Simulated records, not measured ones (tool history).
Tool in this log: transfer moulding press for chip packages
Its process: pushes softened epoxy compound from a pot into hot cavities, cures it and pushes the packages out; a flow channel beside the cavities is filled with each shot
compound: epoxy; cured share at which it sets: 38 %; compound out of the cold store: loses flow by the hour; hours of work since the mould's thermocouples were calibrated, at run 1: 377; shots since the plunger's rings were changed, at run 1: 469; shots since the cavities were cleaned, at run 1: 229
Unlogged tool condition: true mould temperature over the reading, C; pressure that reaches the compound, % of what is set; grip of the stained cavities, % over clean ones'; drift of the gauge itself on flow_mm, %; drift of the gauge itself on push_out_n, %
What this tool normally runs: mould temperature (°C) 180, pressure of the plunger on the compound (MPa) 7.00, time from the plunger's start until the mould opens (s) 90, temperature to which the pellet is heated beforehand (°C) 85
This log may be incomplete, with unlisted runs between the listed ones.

run,hour,mould temperature (°C),pressure of the plunger on the compound (MPa),time from the plunger's start until the mould opens (s),temperature to which the pellet is heated beforehand (°C),hours of work since the mould's thermocouples were calibrated,shots since the plunger's rings were changed,shots since the cavities were cleaned,incoming compound's hours out of the cold store,length that the compound runs in the flow channel (mm),greatest force on the pins that push the packages out (N)
1,0.0,180,7.00,90,85,377,469,229,46.4,907,587
2,9.0,180,7.00,90,85,382,562,322,20.5,995,666
3,25.5,180,6.26,90,85,391,732,492,8.5,987,748
4,43.9,180,6.26,90,85,401,921,681,22.3,934,791
5,54.2,180,6.26,90,85,407,1028,788,24.8,922,858
6,69.1,180,6.26,90,76,415,1182,942,47.7,844,853
# hour 73.8: cavities cleaned with cleaning compound and waxed
7,88.1,180,6.26,90,76,424,1362,147,37.2,876,554
8,99.9,180,6.26,90,76,431,1484,269,18.6,941,635
9,109.1,180,7.00,90,85,436,1579,364,9.0,1033,712
10,119.3,180,7.00,90,83,441,1684,469,11.1,1021,755
11,136.2,180,7.00,90,85,450,1859,644,42.9,900,807
12,149.2,180,7.00,90,85,458,1993,778,28.6,948,849
13,163.2,180,7.00,90,85,465,2137,922,18.7,989,874
# hour 169.3: cavities cleaned with cleaning compound and waxed
# hour 179.7: mould's thermocouples calibrated
14,181.9,180,7.00,90,85,1,2294,110,44.2,894,524
15,191.8,180,5.99,90,87,7,2396,212,17.4,910,603
16,202.2,183,6.01,81,86,12,2503,319,14.2,910,682
# hour 206.5: plunger's sealing rings changed
17,213.4,181,5.78,118,86,17,71,409,32.3,866,665
18,224.1,181,5.78,118,86,23,181,519,46.4,818,699
19,242.8,180,7.00,105,87,33,374,712,30.0,959,798
20,253.9,176,8.08,90,85,39,488,826,45.8,995,942
21,264.2,176,8.08,90,85,45,595,933,9.0,1149,1005
# hour 268.7: cavities cleaned with cleaning compound and waxed
# hour 282.8: mould's thermocouples calibrated, once more
22,283.7,176,8.08,90,85,1,760,134,38.6,1022,647
23,301.3,178,5.37,90,78,10,941,315,30.1,852,716
24,312.3,173,6.63,87,75,16,1055,429,33.0,963,1070
25,329.8,178,6.63,87,75,26,1236,610,39.0,914,864
26,339.8,179,5.91,113,85,31,1339,713,10.7,954,774
27,358.0,184,6.56,90,85,41,1527,901,31.6,902,830
# hour 366.2: cavities cleaned with cleaning compound and waxed
28,368.0,184,8.67,94,84,45,1614,19,24.0,1066,407

Below are 3 alternative next runs, each starting from the tool's condition after run 28. Predict each:
A,382.2,184,7.54,94,90,53,1760,165,18.0,?,?
B,382.2,184,6.37,94,93,53,1760,165,10.9,?,?
C,382.2,185,8.67,100,92,53,1760,165,16.4,?,?

run,length that the compound runs in the flow channel (mm),greatest force on the pins that push the packages out (N)
A,1012,561
B,958,559
C,1092,535
Without the tool's unlogged condition, the same runs would have read:
run,length that the compound runs in the flow channel (mm),greatest force on the pins that push the packages out (N)
A,1036,412
B,981,412
C,1118,390
